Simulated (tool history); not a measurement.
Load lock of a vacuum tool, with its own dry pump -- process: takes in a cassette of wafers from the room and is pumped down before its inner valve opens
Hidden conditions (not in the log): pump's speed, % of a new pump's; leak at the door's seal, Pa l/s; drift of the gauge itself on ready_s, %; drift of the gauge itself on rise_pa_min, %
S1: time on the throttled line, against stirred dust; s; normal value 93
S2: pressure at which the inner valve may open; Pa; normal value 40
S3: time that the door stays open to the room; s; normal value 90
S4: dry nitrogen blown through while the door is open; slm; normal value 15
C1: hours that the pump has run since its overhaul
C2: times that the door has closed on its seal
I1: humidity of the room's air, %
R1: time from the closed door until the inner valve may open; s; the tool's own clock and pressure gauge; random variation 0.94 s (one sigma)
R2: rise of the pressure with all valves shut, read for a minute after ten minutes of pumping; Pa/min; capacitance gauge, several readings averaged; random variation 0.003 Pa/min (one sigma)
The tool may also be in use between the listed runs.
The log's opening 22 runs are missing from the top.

run	hour	S1	S2	S3	S4	C1	C2	I1	R1	R2
23	2701.0	134	48	71	8	6929	35419	49.2	180.5	0.108
24	2791.6	134	48	71	8	7019	35653	44.6	180.8	0.106
25	2905.8	93	40	90	7	7133	35948	41.3	152.9	0.109
26	3067.6	93	40	44	15	7295	36366	45.6	152.7	0.094
27	3164.3	160	46	198	19	7392	36616	43.8	200.3	0.116
28	3303.0	160	56	198	19	7531	36974	44.8	197.1	0.116
29	3415.7	160	56	198	19	7643	37266	47.7	197.7	0.120
30	3508.8	93	46	37	15	7736	37506	47.1	150.9	0.097
31	3654.2	157	63	48	43	7882	37882	47.1	192.4	0.095
32	3754.5	46	63	48	5	7982	38141	44.8	114.6	0.111

Here are 4 independent what-if runs from the current tool condition. What would each one return?
A	3926.9	93	40	39	15	8155	38587	48.5	?	?
B	3926.9	93	40	40	4	8155	38587	45.1	?	?
C	3926.9	46	63	154	5	8155	38587	41.8	?	?
D	3926.9	107	29	48	33	8155	38587	47.7	?	?

run	R1	R2
A	154.4	0.113
B	151.9	0.110
C	114.9	0.134
D	167.8	0.104
Stripped of hidden state, with their random variation kept, the same runs would have yielded:
run	R1	R2
A	149.2	0.016
B	146.7	0.012
C	108.9	0.036
D	162.7	0.010
